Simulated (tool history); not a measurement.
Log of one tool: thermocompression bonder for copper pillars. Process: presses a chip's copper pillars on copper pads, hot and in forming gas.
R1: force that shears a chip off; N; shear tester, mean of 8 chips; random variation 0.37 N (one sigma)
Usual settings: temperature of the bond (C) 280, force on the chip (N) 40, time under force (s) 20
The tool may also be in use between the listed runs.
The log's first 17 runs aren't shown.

{"run": 18, "hour": 279.0, "temperature of the bond (C)": 280, "force on the chip (N)": 40, "time under force (s)": 20, "R1": 99.7}
{"run": 19, "hour": 293.1, "temperature of the bond (C)": 280, "force on the chip (N)": 40, "time under force (s)": 18, "R1": 97.3}
{"run": 20, "hour": 306.3, "temperature of the bond (C)": 280, "force on the chip (N)": 41, "time under force (s)": 18, "R1": 98.7}
{"run": 21, "hour": 322.4, "temperature of the bond (C)": 280, "force on the chip (N)": 41, "time under force (s)": 18, "R1": 98.9}
{"run": 22, "hour": 334.8, "temperature of the bond (C)": 280, "force on the chip (N)": 40, "time under force (s)": 17, "R1": 95.8}
{"run": 23, "hour": 344.7, "temperature of the bond (C)": 267, "force on the chip (N)": 30, "time under force (s)": 29, "R1": 80.3}
{"run": 24, "hour": 365.3, "temperature of the bond (C)": 289, "force on the chip (N)": 27, "time under force (s)": 29, "R1": 89.8}
{"run": 25, "hour": 386.3, "temperature of the bond (C)": 289, "force on the chip (N)": 27, "time under force (s)": 29, "R1": 90.5}
{"run": 26, "hour": 400.4, "temperature of the bond (C)": 263, "force on the chip (N)": 45, "time under force (s)": 53, "R1": 114.7}
{"run": 27, "hour": 412.9, "temperature of the bond (C)": 263, "force on the chip (N)": 45, "time under force (s)": 53, "R1": 114.1}
{"run": 28, "hour": 425.0, "temperature of the bond (C)": 262, "force on the chip (N)": 44, "time under force (s)": 29, "R1": 99.2}

Run 29 comes next. What will it give?
{"hour": 427.1, "done": "forming gas filter changed"}
{"hour": 432.9, "done": "gauge calibrated"}
{"run": 29, "hour": 442.0, "temperature of the bond (C)": 285, "force on the chip (N)": 59, "time under force (s)": 59, "R1": "?"}

R1: 135.2 N
Without the tool's hidden state the same run would have given R1 135.3 N.
